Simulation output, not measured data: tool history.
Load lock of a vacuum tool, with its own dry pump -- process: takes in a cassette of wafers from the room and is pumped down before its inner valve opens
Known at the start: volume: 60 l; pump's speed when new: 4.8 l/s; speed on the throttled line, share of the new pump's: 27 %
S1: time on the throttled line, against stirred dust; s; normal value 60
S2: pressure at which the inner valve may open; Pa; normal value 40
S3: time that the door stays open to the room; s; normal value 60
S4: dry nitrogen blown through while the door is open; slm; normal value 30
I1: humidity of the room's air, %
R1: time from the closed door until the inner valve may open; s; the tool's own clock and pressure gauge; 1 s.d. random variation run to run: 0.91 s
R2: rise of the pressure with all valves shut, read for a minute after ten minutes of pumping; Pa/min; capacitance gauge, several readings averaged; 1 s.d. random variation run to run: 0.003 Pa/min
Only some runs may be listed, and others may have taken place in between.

Run 1, hour 0: usual settings; I1 44.9. Result: R1 146.1 s, R2 0.061 Pa/min.
Run 2, hour 514.6: usual settings; I1 43.3. Result: R1 146.6 s, R2 0.072 Pa/min.
Run 3, hour 905.5: usual settings but S2 37 Pa; I1 46. Result: R1 150 s, R2 0.089 Pa/min.
Run 4, hour 1263.3: usual settings; I1 43.9. Result: R1 148.4 s, R2 0.106 Pa/min.
Run 5, hour 1744.1: usual settings; I1 42.9. Result: R1 147.9 s, R2 0.115 Pa/min.
Run 6, hour 2262: usual settings; I1 49.4. Result: R1 149.6 s, R2 0.142 Pa/min.
Run 7, hour 2600.1: usual settings but S1 110 s, S2 33 Pa, S4 17 slm; I1 43.1. Result: R1 188.4 s, R2 0.156 Pa/min.
Run 8, hour 2967: usual settings but S1 35 s, S2 34 Pa, S4 12 slm; I1 49.4. Result: R1 138.4 s, R2 0.187 Pa/min.
Run 9, hour 3272.4: usual settings but S1 35 s, S2 36 Pa, S3 45 s, S4 12 slm; I1 44.5. Result: R1 133.9 s, R2 0.197 Pa/min.
Run 10, hour 3732.6: usual settings but S3 56 s, S4 44 slm; I1 44.6. Result: R1 153.9 s, R2 0.195 Pa/min.
Run 11, hour 4198.9: usual settings but S1 101 s, S2 37 Pa, S3 49 s, S4 4 slm; I1 44.3. Result: R1 184.8 s, R2 0.247 Pa/min.
Run 12, hour 4895.9: usual settings but S1 107 s, S2 29 Pa, S3 26 s, S4 14 slm; I1 48. Result: R1 191.2 s, R2 0.268 Pa/min.

Here are 5 independent what-if runs from the current tool condition. What would each one return?
Run A, hour 5561.9: usual settings but S1 107 s, S2 29 Pa, S3 26 s, S4 8 slm; I1 44.3. Result: R1 ?, R2 ?.
Run B, hour 5561.9: usual settings but S1 56 s, S2 32 Pa, S3 26 s, S4 14 slm; I1 42.4. Result: R1 ?, R2 ?.
Run C, hour 5561.9: usual settings but S1 107 s, S2 29 Pa, S3 45 s, S4 20 slm; I1 47.5. Result: R1 ?, R2 ?.
Run D, hour 5561.9: usual settings but S2 43 Pa; I1 43.9. Result: R1 ?, R2 ?.
Run E, hour 5561.9: usual settings but S1 42 s, S3 36 s, S4 17 slm; I1 44.1. Result: R1 ?, R2 ?.

run     R1     R2
  A  190.7   0.31
  B  155.7  0.308
  C    190  0.309
  D  153.6  0.303
  E  140.4    0.3
What these runs would have given with no unlogged condition in the tool:
run     R1     R2
  A  180.4  0.028
  B  143.4  0.026
  C  179.8  0.026
  D  142.2  0.023
  E  128.3  0.021

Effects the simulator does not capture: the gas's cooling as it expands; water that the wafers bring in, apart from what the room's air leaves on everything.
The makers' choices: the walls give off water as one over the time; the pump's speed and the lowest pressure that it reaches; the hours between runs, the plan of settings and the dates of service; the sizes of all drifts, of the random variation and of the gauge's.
